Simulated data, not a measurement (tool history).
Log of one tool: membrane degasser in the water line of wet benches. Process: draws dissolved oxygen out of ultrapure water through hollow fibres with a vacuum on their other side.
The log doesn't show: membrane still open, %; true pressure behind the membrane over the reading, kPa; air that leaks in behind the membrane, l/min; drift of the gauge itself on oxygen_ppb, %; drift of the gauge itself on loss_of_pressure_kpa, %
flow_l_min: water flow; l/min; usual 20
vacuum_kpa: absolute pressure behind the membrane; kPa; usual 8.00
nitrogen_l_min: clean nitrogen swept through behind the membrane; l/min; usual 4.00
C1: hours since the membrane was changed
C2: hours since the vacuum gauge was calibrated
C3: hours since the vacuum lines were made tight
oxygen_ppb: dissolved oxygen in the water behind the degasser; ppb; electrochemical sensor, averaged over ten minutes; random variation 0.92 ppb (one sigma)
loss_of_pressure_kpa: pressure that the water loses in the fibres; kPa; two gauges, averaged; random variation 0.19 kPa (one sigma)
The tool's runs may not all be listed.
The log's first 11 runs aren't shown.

Run 12, hour 1005.5: usual settings; C1 1560; C2 3911; C3 12228. Result: oxygen_ppb 93.0 ppb, loss_of_pressure_kpa 38.17 kPa.
Run 13, hour 1109.0: usual settings but flow_l_min 18 l/min; C1 1664; C2 4014; C3 12331. Result: oxygen_ppb 76.9 ppb, loss_of_pressure_kpa 34.49 kPa.
Run 14, hour 1173.0: usual settings but flow_l_min 18 l/min, nitrogen_l_min 3.00 l/min; C1 1728; C2 4078; C3 12395. Result: oxygen_ppb 95.9 ppb, loss_of_pressure_kpa 34.56 kPa.
Run 15, hour 1253.6: usual settings; C1 1809; C2 4159; C3 12476. Result: oxygen_ppb 92.8 ppb, loss_of_pressure_kpa 38.69 kPa.
Run 16, hour 1309.6: usual settings; C1 1865; C2 4215; C3 12532. Result: oxygen_ppb 93.6 ppb, loss_of_pressure_kpa 38.38 kPa.
At hour 1319.4: vacuum gauge calibrated.
Run 17, hour 1426.0: usual settings but flow_l_min 22 l/min, vacuum_kpa 7.12 kPa, nitrogen_l_min 6.45 l/min; C1 1980; C2 107; C3 12648. Result: oxygen_ppb 77.9 ppb, loss_of_pressure_kpa 42.51 kPa.
Run 18, hour 1516.5: usual settings but flow_l_min 22 l/min, vacuum_kpa 7.12 kPa, nitrogen_l_min 6.45 l/min; C1 2071; C2 197; C3 12738. Result: oxygen_ppb 76.6 ppb, loss_of_pressure_kpa 42.60 kPa.
Run 19, hour 1606.5: usual settings but flow_l_min 17 l/min, nitrogen_l_min 4.67 l/min; C1 2161; C2 287; C3 12828. Result: oxygen_ppb 65.1 ppb, loss_of_pressure_kpa 32.41 kPa.
At hour 1634.3: vacuum gauge calibrated, once more.
Run 20, hour 1732.5: usual settings but flow_l_min 14 l/min, vacuum_kpa 4.91 kPa; C1 2286; C2 98; C3 12954. Result: oxygen_ppb 23.6 ppb, loss_of_pressure_kpa 26.87 kPa.
Run 21, hour 1830.6: usual settings but flow_l_min 16 l/min, vacuum_kpa 4.91 kPa, nitrogen_l_min 7.16 l/min; C1 2384; C2 196; C3 13052. Result: oxygen_ppb 24.1 ppb, loss_of_pressure_kpa 31.06 kPa.
Run 22, hour 1964.2: usual settings but flow_l_min 28 l/min, vacuum_kpa 11.34 kPa, nitrogen_l_min 2.20 l/min; C1 2518; C2 330; C3 13185. Result: oxygen_ppb 326.8 ppb, loss_of_pressure_kpa 53.69 kPa.
At hour 2072.4: seals of the vacuum lines changed.
Run 23, hour 2090.9: usual settings but flow_l_min 13 l/min, vacuum_kpa 5.84 kPa, nitrogen_l_min 5.59 l/min; C1 2643; C2 455; C3 18. Result: oxygen_ppb 20.5 ppb, loss_of_pressure_kpa 25.04 kPa.
Run 24, hour 2151.5: usual settings but flow_l_min 13 l/min, vacuum_kpa 5.84 kPa, nitrogen_l_min 5.59 l/min; C1 2703; C2 515; C3 79. Result: oxygen_ppb 21.1 ppb, loss_of_pressure_kpa 24.86 kPa.
Run 25, hour 2276.0: usual settings but flow_l_min 17 l/min, nitrogen_l_min 4.73 l/min; C1 2828; C2 640; C3 204. Result: oxygen_ppb 59.9 ppb, loss_of_pressure_kpa 33.03 kPa.
Run 26, hour 2390.1: usual settings but flow_l_min 17 l/min, nitrogen_l_min 7.39 l/min; C1 2942; C2 754; C3 318. Result: oxygen_ppb 44.1 ppb, loss_of_pressure_kpa 32.97 kPa.
Run 27, hour 2496.8: usual settings but flow_l_min 17 l/min, nitrogen_l_min 7.39 l/min; C1 3049; C2 861; C3 424. Result: oxygen_ppb 44.7 ppb, loss_of_pressure_kpa 32.42 kPa.
Run 28, hour 2630.5: usual settings but flow_l_min 21 l/min, vacuum_kpa 16.19 kPa, nitrogen_l_min 11.33 l/min; C1 3182; C2 994; C3 558. Result: oxygen_ppb 97.4 ppb, loss_of_pressure_kpa 40.74 kPa.
Run 29, hour 2686.8: usual settings but flow_l_min 21 l/min, vacuum_kpa 16.19 kPa, nitrogen_l_min 11.33 l/min; C1 3239; C2 1051; C3 614. Result: oxygen_ppb 95.6 ppb, loss_of_pressure_kpa 40.85 kPa.
Run 30, hour 2785.2: usual settings but flow_l_min 21 l/min, vacuum_kpa 6.42 kPa, nitrogen_l_min 9.47 l/min; C1 3337; C2 1149; C3 713. Result: oxygen_ppb 54.7 ppb, loss_of_pressure_kpa 40.68 kPa.
Run 31, hour 2865.0: usual settings but flow_l_min 15 l/min, vacuum_kpa 15.84 kPa, nitrogen_l_min 2.16 l/min; C1 3417; C2 1229; C3 793. Result: oxygen_ppb 217.5 ppb, loss_of_pressure_kpa 28.92 kPa.
Run 32, hour 2930.4: usual settings but flow_l_min 14 l/min, nitrogen_l_min 8.94 l/min; C1 3482; C2 1294; C3 858. Result: oxygen_ppb 27.3 ppb, loss_of_pressure_kpa 27.07 kPa.

Forecast each of these 4 alternatives for the next run:
Run A, hour 3012.3: usual settings but flow_l_min 21 l/min, vacuum_kpa 6.43 kPa, nitrogen_l_min 3.65 l/min; C1 3564; C2 1376; C3 940. Result: oxygen_ppb ?, loss_of_pressure_kpa ?.
Run B, hour 3012.3: usual settings but flow_l_min 31 l/min, vacuum_kpa 11.71 kPa, nitrogen_l_min 5.51 l/min; C1 3564; C2 1376; C3 940. Result: oxygen_ppb ?, loss_of_pressure_kpa ?.
Run C, hour 3012.3: usual settings but vacuum_kpa 18.61 kPa; C1 3564; C2 1376; C3 940. Result: oxygen_ppb ?, loss_of_pressure_kpa ?.
Run D, hour 3012.3: usual settings but nitrogen_l_min 9.70 l/min; C1 3564; C2 1376; C3 940. Result: oxygen_ppb ?, loss_of_pressure_kpa ?.

run  oxygen_ppb  loss_of_pressure_kpa
  A        83.8                 40.62
  B       234.4                 60.24
  C       217.2                 38.51
  D        56.0                 38.75
Without the tool's hidden state the same runs would have given:
run  oxygen_ppb  loss_of_pressure_kpa
  A        80.6                 40.17
  B       228.0                 59.58
  C       214.0                 38.09
  D        53.8                 38.32
